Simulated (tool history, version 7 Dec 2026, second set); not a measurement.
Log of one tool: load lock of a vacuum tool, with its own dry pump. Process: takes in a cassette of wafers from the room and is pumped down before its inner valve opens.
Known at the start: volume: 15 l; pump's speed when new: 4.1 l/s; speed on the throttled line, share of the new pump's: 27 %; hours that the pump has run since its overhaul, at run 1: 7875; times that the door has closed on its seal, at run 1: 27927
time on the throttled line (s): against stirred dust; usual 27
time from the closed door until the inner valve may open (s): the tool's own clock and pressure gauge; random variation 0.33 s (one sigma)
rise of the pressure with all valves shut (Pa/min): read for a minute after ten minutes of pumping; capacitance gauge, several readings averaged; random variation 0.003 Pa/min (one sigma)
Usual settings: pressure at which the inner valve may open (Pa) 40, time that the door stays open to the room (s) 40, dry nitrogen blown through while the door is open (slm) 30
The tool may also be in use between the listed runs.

run,hour,time on the throttled line (s),pressure at which the inner valve may open (Pa),time that the door stays open to the room (s),dry nitrogen blown through while the door is open (slm),hours that the pump has run since its overhaul,times that the door has closed on its seal,"incoming humidity of the room's air, %",time from the closed door until the inner valve may open (s),rise of the pressure with all valves shut (Pa/min)
1,0.0,27,40,40,30,7875,27927,42.4,48.1,0.036
2,169.5,19,40,40,30,8045,28667,47.3,42.2,0.041
3,261.6,19,40,40,30,8137,29070,43.4,42.3,0.038
4,398.7,19,39,40,30,8274,29669,44.9,42.5,0.036
5,476.9,21,40,40,30,8352,30011,45.3,44.1,0.042
6,554.0,49,40,40,30,8429,30348,43.5,63.8,0.035
7,702.0,49,40,40,30,8577,30995,42.3,64.6,0.035
8,795.8,49,40,40,30,8671,31405,48.9,64.2,0.037
9,926.6,27,40,40,30,8802,31977,44.1,48.4,0.035
10,1051.0,27,40,40,30,8926,32520,48.6,47.9,0.040
11,1125.3,27,40,40,30,9001,32845,45.3,48.3,0.036
12,1228.1,27,40,152,30,9103,33295,45.1,48.4,0.067
13,1318.2,27,40,40,30,9194,33689,44.6,49.1,0.036
14,1431.9,27,40,40,30,9307,34185,41.2,48.2,0.032
15,1570.3,27,40,40,30,9446,34790,45.7,47.5,0.033
16,1667.2,27,52,40,30,9543,35214,42.5,47.3,0.038
17,1824.9,27,40,40,30,9700,35903,41.3,48.2,0.037
18,1916.5,27,40,40,30,9792,36304,46.9,47.5,0.038
19,2006.8,27,40,40,30,9882,36698,48.1,47.7,0.035
20,2083.3,27,40,40,30,9959,37033,44.3,47.8,0.037
21,2199.0,27,72,40,30,10074,37539,42.3,45.9,0.041
22,2287.0,27,72,40,30,10162,37923,46.9,45.9,0.037
23,2445.6,27,72,40,30,10321,38617,41.1,46.1,0.037
24,2565.2,25,49,121,5,10441,39139,44.9,46.0,0.110
25,2724.3,27,40,71,30,10600,39835,43.8,48.0,0.040
26,2895.1,27,40,40,20,10770,40581,46.2,48.5,0.044
27,3004.5,27,33,118,20,10880,41059,44.6,49.0,0.079
28,3081.6,30,29,40,30,10957,41396,44.8,51.9,0.041
# hour 3125.7: door's seal changed, seat wiped
29,3222.7,27,67,89,24,11097,425,42.2,45.8,0.057
30,3337.6,54,67,89,4,11211,927,45.1,66.2,0.101
31,3476.4,54,67,89,4,11350,1533,48.2,65.8,0.104
32,3599.1,54,59,89,5,11473,2070,48.5,66.6,0.102
# hour 3713.0: dry pump taken out, an overhauled one fitted
33,3776.5,27,42,163,27,64,2819,42.7,47.5,0.076
34,3952.3,16,45,40,30,239,3587,46.4,40.1,0.030
35,4084.5,16,45,40,30,371,4165,45.6,39.4,0.037
36,4211.1,27,40,68,30,498,4719,43.1,48.1,0.040
37,4361.8,35,40,233,6,649,5378,45.0,54.2,0.152

How the hidden state differs across the entries between the runs, from the last listed run before each to the first after it:
Between runs 28 and 29: door's seal changed, seat wiped (hour 3125.7)
  leak at the door's seal, Pa l/s: 0.0023 -> 0.002
Between runs 32 and 33: dry pump taken out, an overhauled one fitted (hour 3713.0)
  pump's speed, % of a new pump's: 99.9 -> 100

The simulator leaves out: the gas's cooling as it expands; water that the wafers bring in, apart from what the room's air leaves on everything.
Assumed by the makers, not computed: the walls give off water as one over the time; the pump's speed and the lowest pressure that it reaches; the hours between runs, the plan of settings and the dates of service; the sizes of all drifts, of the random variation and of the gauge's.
